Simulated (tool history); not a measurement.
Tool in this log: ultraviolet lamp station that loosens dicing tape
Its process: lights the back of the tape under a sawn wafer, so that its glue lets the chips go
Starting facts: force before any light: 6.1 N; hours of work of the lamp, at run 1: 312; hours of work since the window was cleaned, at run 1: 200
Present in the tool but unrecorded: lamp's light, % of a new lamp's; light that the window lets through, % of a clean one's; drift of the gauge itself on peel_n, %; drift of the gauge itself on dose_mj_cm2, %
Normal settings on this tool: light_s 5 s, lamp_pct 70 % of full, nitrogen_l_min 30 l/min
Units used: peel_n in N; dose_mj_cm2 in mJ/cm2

run,hour,light_s,lamp_pct,nitrogen_l_min,hours of work of the lamp,hours of work since the window was cleaned,peel_n,dose_mj_cm2
1,0.0,5,70,30,312,200,0.696,181
2,79.8,5,62,30,352,240,0.895,156
3,125.2,5,62,30,374,263,0.885,148
4,175.3,5,62,30,399,288,0.991,150
5,216.0,5,71,30,420,309,0.773,170
6,293.8,2,70,30,459,348,2.649,64
7,343.2,2,70,30,483,372,2.586,68
8,395.5,5,70,15,510,399,1.400,158
# hour 450.5: window cleaned of glue's vapour
9,481.6,5,70,15,553,16,1.304,163
10,542.0,8,70,49,583,46,0.232,252
11,624.5,8,70,17,624,87,0.573,249
12,705.9,8,70,17,665,128,0.589,241
13,771.2,2,79,17,698,161,3.061,67
14,820.8,3,79,50,723,186,1.366,102

3 options for the next run, each taken on its own from the tool as it stands now. Forecast them:
A,878.8,3,79,19,752,215,?,?
B,878.8,3,78,12,752,215,?,?
C,878.8,3,74,17,752,215,?,?

run,peel_n,dose_mj_cm2
A,2.141,99
B,2.567,97
C,2.433,93
The same runs, with their run-to-run variation unchanged, on a tool lacking any hidden condition would have given:
run,peel_n,dose_mj_cm2
A,1.304,147
B,1.705,145
C,1.556,139
